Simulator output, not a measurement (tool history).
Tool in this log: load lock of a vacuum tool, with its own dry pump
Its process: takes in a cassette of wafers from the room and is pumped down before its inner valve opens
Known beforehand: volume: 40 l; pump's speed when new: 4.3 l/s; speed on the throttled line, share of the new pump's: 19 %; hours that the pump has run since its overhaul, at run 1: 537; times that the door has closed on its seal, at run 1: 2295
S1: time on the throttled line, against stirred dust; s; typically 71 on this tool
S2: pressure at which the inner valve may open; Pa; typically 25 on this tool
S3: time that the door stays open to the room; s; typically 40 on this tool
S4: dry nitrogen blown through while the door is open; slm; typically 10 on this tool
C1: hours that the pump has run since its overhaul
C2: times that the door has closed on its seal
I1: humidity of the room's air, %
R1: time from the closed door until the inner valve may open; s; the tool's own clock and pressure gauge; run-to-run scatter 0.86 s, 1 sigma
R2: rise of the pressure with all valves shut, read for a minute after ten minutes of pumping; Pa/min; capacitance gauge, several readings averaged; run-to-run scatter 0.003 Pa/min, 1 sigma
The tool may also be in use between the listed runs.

run 1 day=0 | S1=71 S2=25 S3=40 S4=10 | C1=537 C2=2295 | I1=44.4 | R1=134 R2=0.047
run 2 day=6.854 | S1=71 S2=25 S3=40 S4=10 | C1=701 C2=2665 | I1=44.9 | R1=135.7 R2=0.042
run 3 day=15.496 | S1=71 S2=25 S3=40 S4=10 | C1=909 C2=3131 | I1=43.6 | R1=135.1 R2=0.04
run 4 day=27.575 | S1=71 S2=47 S3=40 S4=10 | C1=1199 C2=3783 | I1=46.7 | R1=129.2 R2=0.046
run 5 day=35.296 | S1=71 S2=47 S3=40 S4=10 | C1=1384 C2=4199 | I1=43.1 | R1=128.8 R2=0.052
run 6 day=47.25 | S1=71 S2=47 S3=40 S4=10 | C1=1671 C2=4844 | I1=45.7 | R1=130.2 R2=0.056
run 7 day=59.533 | S1=71 S2=47 S3=40 S4=10 | C1=1966 C2=5507 | I1=45.4 | R1=128.8 R2=0.06
run 8 day=72.996 | S1=71 S2=47 S3=40 S4=10 | C1=2289 C2=6234 | I1=44.9 | R1=129.4 R2=0.063
run 9 day=79.804 | S1=71 S2=25 S3=40 S4=10 | C1=2452 C2=6601 | I1=45.9 | R1=135.6 R2=0.062
run 10 day=88.346 | S1=71 S2=25 S3=40 S4=10 | C1=2657 C2=7062 | I1=46.8 | R1=135 R2=0.064
run 11 day=100.942 | S1=71 S2=19 S3=40 S4=27 | C1=2960 C2=7741 | I1=44.4 | R1=138.9 R2=0.053
run 12 day=114.333 | S1=71 S2=24 S3=40 S4=27 | C1=3281 C2=8464 | I1=45.6 | R1=137.2 R2=0.064
run 13 day=120.492 | S1=43 S2=35 S3=40 S4=34 | C1=3429 C2=8796 | I1=47.8 | R1=111.4 R2=0.059
run 14 day=131.221 | S1=60 S2=41 S3=40 S4=34 | C1=3686 C2=9375 | I1=46.6 | R1=121.7 R2=0.062
run 15 day=145.379 | S1=60 S2=41 S3=40 S4=34 | C1=4026 C2=10139 | I1=43.5 | R1=122.3 R2=0.068
run 16 day=159.821 | S1=59 S2=22 S3=124 S4=37 | C1=4373 C2=10918 | I1=45.5 | R1=129.2 R2=0.082
run 17 day=174.775 | S1=59 S2=22 S3=124 S4=37 | C1=4732 C2=11725 | I1=46 | R1=127.4 R2=0.084
run 18 day=182.617 | S1=59 S2=45 S3=124 S4=21 | C1=4920 C2=12148 | I1=44.7 | R1=121.9 R2=0.1
run 19 day=197.488 | S1=59 S2=45 S3=124 S4=17 | C1=5277 C2=12950 | I1=46.4 | R1=122.5 R2=0.113

Branching from run 19: 4 alternative next runs. What would each branch give?
run A day=203.971 | S1=47 S2=21 S3=124 S4=44 | C1=5432 C2=13300 | I1=49 | R1=? R2=?
run B day=203.971 | S1=112 S2=23 S3=40 S4=17 | C1=5432 C2=13300 | I1=46 | R1=? R2=?
run C day=203.971 | S1=38 S2=25 S3=40 S4=14 | C1=5432 C2=13300 | I1=44.4 | R1=? R2=?
run D day=203.971 | S1=78 S2=47 S3=124 S4=25 | C1=5432 C2=13300 | I1=45.1 | R1=? R2=?

run=A R1=119 R2=0.096
run=B R1=171.6 R2=0.096
run=C R1=111.4 R2=0.095
run=D R1=136.9 R2=0.1
Without the tool's unlogged condition, the same runs would have read:
run=A R1=116.1 R2=0.031
run=B R1=169.2 R2=0.031
run=C R1=108.5 R2=0.03
run=D R1=134.6 R2=0.034
